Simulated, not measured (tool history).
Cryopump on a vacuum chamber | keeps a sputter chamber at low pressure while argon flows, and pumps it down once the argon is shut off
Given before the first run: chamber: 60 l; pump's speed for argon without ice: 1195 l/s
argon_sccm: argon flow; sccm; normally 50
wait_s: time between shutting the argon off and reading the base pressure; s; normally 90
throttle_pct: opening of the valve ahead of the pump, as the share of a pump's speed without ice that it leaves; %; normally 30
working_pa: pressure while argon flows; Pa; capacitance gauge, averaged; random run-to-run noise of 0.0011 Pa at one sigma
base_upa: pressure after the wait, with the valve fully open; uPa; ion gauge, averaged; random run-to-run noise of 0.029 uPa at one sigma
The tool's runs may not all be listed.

{"run": 1, "hour": 0.0, "argon_sccm": 50, "wait_s": 90, "throttle_pct": 30, "working_pa": 0.2476, "base_upa": 1.9}
{"run": 2, "hour": 13.2, "argon_sccm": 50, "wait_s": 90, "throttle_pct": 30, "working_pa": 0.2476, "base_upa": 1.92}
{"run": 3, "hour": 34.0, "argon_sccm": 50, "wait_s": 193, "throttle_pct": 30, "working_pa": 0.2495, "base_upa": 1.33}
{"run": 4, "hour": 63.5, "argon_sccm": 50, "wait_s": 90, "throttle_pct": 30, "working_pa": 0.2501, "base_upa": 1.99}
{"hour": 76.5, "done": "leaking fittings of the chamber tightened, without venting"}
{"run": 5, "hour": 96.7, "argon_sccm": 50, "wait_s": 177, "throttle_pct": 30, "working_pa": 0.2503, "base_upa": 0.91}
{"run": 6, "hour": 114.8, "argon_sccm": 50, "wait_s": 24, "throttle_pct": 30, "working_pa": 0.249, "base_upa": 4.76}
{"run": 7, "hour": 136.4, "argon_sccm": 50, "wait_s": 24, "throttle_pct": 30, "working_pa": 0.2521, "base_upa": 4.65}
{"run": 8, "hour": 165.7, "argon_sccm": 50, "wait_s": 90, "throttle_pct": 30, "working_pa": 0.253, "base_upa": 1.49}
{"run": 9, "hour": 179.6, "argon_sccm": 50, "wait_s": 90, "throttle_pct": 30, "working_pa": 0.2515, "base_upa": 1.52}
{"run": 10, "hour": 199.9, "argon_sccm": 50, "wait_s": 90, "throttle_pct": 30, "working_pa": 0.2518, "base_upa": 1.47}
{"run": 11, "hour": 225.6, "argon_sccm": 96, "wait_s": 95, "throttle_pct": 35, "working_pa": 0.4211, "base_upa": 1.39}
{"run": 12, "hour": 251.0, "argon_sccm": 21, "wait_s": 163, "throttle_pct": 24, "working_pa": 0.1314, "base_upa": 1.02}
{"run": 13, "hour": 269.9, "argon_sccm": 35, "wait_s": 174, "throttle_pct": 22, "working_pa": 0.2388, "base_upa": 0.98}
{"run": 14, "hour": 293.3, "argon_sccm": 42, "wait_s": 90, "throttle_pct": 39, "working_pa": 0.1698, "base_upa": 1.54}
{"run": 15, "hour": 312.8, "argon_sccm": 60, "wait_s": 90, "throttle_pct": 16, "working_pa": 0.5508, "base_upa": 1.53}
{"run": 16, "hour": 327.7, "argon_sccm": 60, "wait_s": 90, "throttle_pct": 16, "working_pa": 0.556, "base_upa": 1.55}
{"run": 17, "hour": 357.8, "argon_sccm": 71, "wait_s": 90, "throttle_pct": 52, "working_pa": 0.2237, "base_upa": 1.52}
{"run": 18, "hour": 387.9, "argon_sccm": 71, "wait_s": 90, "throttle_pct": 52, "working_pa": 0.2255, "base_upa": 1.56}
{"run": 19, "hour": 412.9, "argon_sccm": 71, "wait_s": 90, "throttle_pct": 52, "working_pa": 0.2254, "base_upa": 1.58}

Selected run-to-run steps in working_pa, each split into two signed amounts: the part the tool would show with no hidden state at all (from settings, incoming material and random variation), and the remainder, which goes to the hidden state together with any gauge scatter not common to the measured and the hidden-state-free results:
Hidden state present: pump's speed, % of a pump's without ice; cold plate's temperature, K; leak into the chamber, uPa l/s; drift of the gauge itself on working_pa, %; drift of the gauge itself on base_upa, %.
Run 11 -> 12: argon_sccm 96 -> 21, wait_s 95 -> 163, throttle_pct 35 -> 24. working_pa -0.2897 Pa: hidden state -0.0266, all else -0.2631.
Run 14 -> 15: argon_sccm 42 -> 60, throttle_pct 39 -> 16. working_pa +0.381 Pa: hidden state +0.0077, all else +0.3733.
